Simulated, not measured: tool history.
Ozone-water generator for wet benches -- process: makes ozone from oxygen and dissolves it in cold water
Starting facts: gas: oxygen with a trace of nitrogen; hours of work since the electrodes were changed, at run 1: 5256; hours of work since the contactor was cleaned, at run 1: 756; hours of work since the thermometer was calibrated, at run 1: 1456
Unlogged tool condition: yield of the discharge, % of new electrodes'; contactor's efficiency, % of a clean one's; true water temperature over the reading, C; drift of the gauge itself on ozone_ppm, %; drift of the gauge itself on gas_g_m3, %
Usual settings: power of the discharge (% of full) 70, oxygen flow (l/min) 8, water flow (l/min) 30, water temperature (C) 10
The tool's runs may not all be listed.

run,hour,power of the discharge (% of full),oxygen flow (l/min),water flow (l/min),water temperature (C),hours of work since the electrodes were changed,hours of work since the contactor was cleaned,hours of work since the thermometer was calibrated,dissolved ozone (ppm),ozone in the gas ahead of the water (g/m3)
1,0,70,8,30,10,5256,756,1456,27.1,239.8
2,163.9,70,8,30,10,5358,857,1557,27.1,240.1
3,373.2,70,8,30,10,5487,987,1686,26.9,236.4
4,535.6,70,8,18,10,5588,1087,1787,41.8,239.4
5,626.9,70,8,18,10,5644,1144,1843,41.5,236.2
6,820.6,70,8,18,10,5764,1263,1963,40.9,240.4
7,1010.3,70,8,18,10,5881,1381,2080,41.5,240.7
8,1211.5,70,12.59,30,10,6006,1505,2205,29.3,203.5
9,1397.3,70,8,25,10,6120,1620,2320,31.5,239.4
10,1494.5,70,8,30,10,6181,1680,2380,26.7,238.2
11,1616.6,70,8,30,10,6256,1756,2455,27.1,237.2
12,1719.7,70,11.42,30,10,6320,1819,2519,28.9,209.7
13,1916.1,70,4.47,30,10,6441,1941,2640,22.8,298.2
14,2117.3,70,4.47,30,10,6566,2065,2765,23.1,298.7
15,2308.4,70,4.47,30,10,6684,2183,2883,22.6,294.9
16,2454,70,4.47,30,10,6774,2273,2973,23,297.1
# hour 2500.1: contactor cleaned
17,2667.8,70,4.47,30,10,6904,104,3103,22.5,297.2
18,2777.9,40,8,31,10,6972,172,3171,19.8,180.2
19,2966.9,40,8,31,10,7089,289,3288,19.8,181.8
# hour 3006.9: electrodes of the discharge changed
20,3179.8,41,8,39,5,107,417,3416,16.8,180.8
21,3284.6,52,8,33,8,172,481,3480,21.7,206.2
22,3493.1,76,5.31,20,10,301,610,3609,37.4,290.3
23,3692.3,76,8.09,20,10,424,733,3733,40.3,247.4
24,3806,76,8.09,20,10,494,804,3803,40.3,249.1
25,3938.4,70,8,26,10,576,886,3885,30.9,242
26,4118.4,59,4.89,38,15,687,997,3996,15.8,266.5
27,4304.3,59,4.89,38,6,802,1112,4111,17.2,266.1
28,4511.9,59,4.89,38,6,931,1240,4239,17.3,262.9
29,4699.4,59,4.89,38,6,1047,1356,4355,17.3,263.3
30,4857.5,59,4.89,38,6,1144,1454,4453,17.2,264.5
31,5033.8,59,4.89,38,6,1253,1563,4562,17.6,264.4
32,5163.2,97,12.85,30,10,1333,1643,4642,35.4,239.5
33,5367.2,46,9.59,30,14,1459,1769,4768,21.4,180.9

Here are 3 independent what-if runs from the current tool condition. What would each one return?
A,5559.7,70,7.12,47,10,1578,1888,4887,?,?
B,5559.7,70,6.99,23,17,1578,1888,4887,?,?
C,5559.7,70,8.71,30,10,1578,1888,4887,?,?

run,dissolved ozone (ppm),ozone in the gas ahead of the water (g/m3)
A,16.7,250.4
B,30.6,252.4
C,27.8,232.2
With the hidden condition removed and each run's random variation left untouched, the same runs would have given:
run,dissolved ozone (ppm),ozone in the gas ahead of the water (g/m3)
A,16.7,250.5
B,30.6,252.5
C,27.8,232.3
